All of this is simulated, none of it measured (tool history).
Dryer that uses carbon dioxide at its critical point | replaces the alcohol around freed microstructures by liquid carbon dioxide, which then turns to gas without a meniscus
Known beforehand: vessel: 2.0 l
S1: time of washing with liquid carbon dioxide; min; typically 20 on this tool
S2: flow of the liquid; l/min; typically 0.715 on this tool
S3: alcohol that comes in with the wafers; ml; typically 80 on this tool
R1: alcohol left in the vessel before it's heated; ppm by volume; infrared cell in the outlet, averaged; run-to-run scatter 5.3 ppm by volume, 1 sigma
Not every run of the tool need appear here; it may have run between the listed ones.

Run 1, hour 0: usual settings. Result: R1 166 ppm by volume.
Run 2, hour 54.7: usual settings. Result: R1 182 ppm by volume.
Run 3, hour 110.5: usual settings. Result: R1 193 ppm by volume.
Run 4, hour 163.9: usual settings but S1 28 min. Result: R1 72 ppm by volume.
Run 5, hour 212.1: usual settings but S1 19 min. Result: R1 260 ppm by volume.
Run 6, hour 276.8: usual settings. Result: R1 224 ppm by volume.
Run 7, hour 313.1: usual settings but S2 0.512 l/min. Result: R1 810 ppm by volume.
Run 8, hour 352: usual settings but S2 0.512 l/min. Result: R1 799 ppm by volume.
Run 9, hour 419.3: usual settings but S1 13 min. Result: R1 1204 ppm by volume.
Run 10, hour 487.8: usual settings but S1 13 min. Result: R1 1226 ppm by volume.
Run 11, hour 530.9: usual settings but S3 119 ml. Result: R1 353 ppm by volume.
Run 12, hour 584.8: usual settings but S3 119 ml. Result: R1 358 ppm by volume.
Run 13, hour 615.3: usual settings but S3 119 ml. Result: R1 371 ppm by volume.
Run 14, hour 673.3: usual settings but S1 14 min. Result: R1 1013 ppm by volume.
At hour 720.4: inlet filter changed.
Run 15, hour 738.2: usual settings but S3 84 ml. Result: R1 242 ppm by volume.
Run 16, hour 790: usual settings but S3 84 ml. Result: R1 268 ppm by volume.
Run 17, hour 829.5: usual settings but S1 14 min, S3 84 ml. Result: R1 850 ppm by volume.
Run 18, hour 890.9: usual settings but S1 14 min, S3 84 ml. Result: R1 859 ppm by volume.
Run 19, hour 955.9: usual settings but S1 14 min, S3 84 ml. Result: R1 929 ppm by volume.
Run 20, hour 995: usual settings but S1 18 min, S2 0.869 l/min, S3 93 ml. Result: R1 251 ppm by volume.
Run 21, hour 1035.3: usual settings but S1 15 min, S2 0.668 l/min, S3 27 ml. Result: R1 406 ppm by volume.
Run 22, hour 1092.6: usual settings but S1 29 min, S2 0.917 l/min, S3 20 ml. Result: R1 178 ppm by volume.
Run 23, hour 1153.4: usual settings but S1 13 min, S2 0.917 l/min, S3 42 ml. Result: R1 375 ppm by volume.
Run 24, hour 1210.3: usual settings but S1 14 min, S2 0.54 l/min, S3 46 ml. Result: R1 1323 ppm by volume.
At hour 1245.6: purifier's bed changed.
Run 25, hour 1276.2: usual settings but S1 21 min, S2 0.843 l/min, S3 27 ml. Result: R1 24 ppm by volume.
Run 26, hour 1330.5: usual settings but S1 21 min, S2 0.843 l/min, S3 42 ml. Result: R1 41 ppm by volume.
Run 27, hour 1377.7: usual settings but S1 18 min, S3 98 ml. Result: R1 336 ppm by volume.
Run 28, hour 1418.1: usual settings but S1 30 min. Result: R1 36 ppm by volume.
Run 29, hour 1464.1: usual settings but S2 0.917 l/min, S3 111 ml. Result: R1 77 ppm by volume.
Run 30, hour 1530.8: usual settings but S2 0.749 l/min, S3 40 ml. Result: R1 104 ppm by volume.
Run 31, hour 1564: usual settings but S1 13 min, S2 0.749 l/min, S3 40 ml. Result: R1 497 ppm by volume.
Run 32, hour 1626.4: usual settings but S1 25 min, S2 0.528 l/min. Result: R1 289 ppm by volume.
Run 33, hour 1679.3: usual settings but S1 25 min, S2 0.528 l/min. Result: R1 310 ppm by volume.
Run 34, hour 1742.4: usual settings but S1 13 min, S2 0.703 l/min. Result: R1 1251 ppm by volume.
Run 35, hour 1789.4: usual settings but S1 22 min, S2 0.703 l/min, S3 27 ml. Result: R1 114 ppm by volume.
Run 36, hour 1838.8: usual settings but S1 22 min, S2 0.836 l/min. Result: R1 121 ppm by volume.

Difference, measured minus no-hidden-state, one row per run. Run-to-run variation is common to both terms; the gauge's own scatter need not be:
Hidden conditions of the tool in this case: flow that reaches the vessel past the clogged filter, %; alcohol in the recycled carbon dioxide, ppm; drift of the gauge itself on alcohol_ppm, %.
run    R1
  1   +49
  2   +61
  3   +72
  4   +55
  5   +99
  6  +105
  7  +213
  8  +220
  9  +305
 10  +329
 11  +177
 12  +192
 13  +197
 14  +352
 15  +129
 16  +137
 17  +165
 18  +183
 19  +212
 20  +168
 21  +189
 22  +175
 23  +202
 24  +304
 25    +8
 26   +17
 27   +84
 28   +27
 29   +43
 30   +55
 31  +135
 32  +120
 33  +134
 34  +332
 35   +87
 36  +100
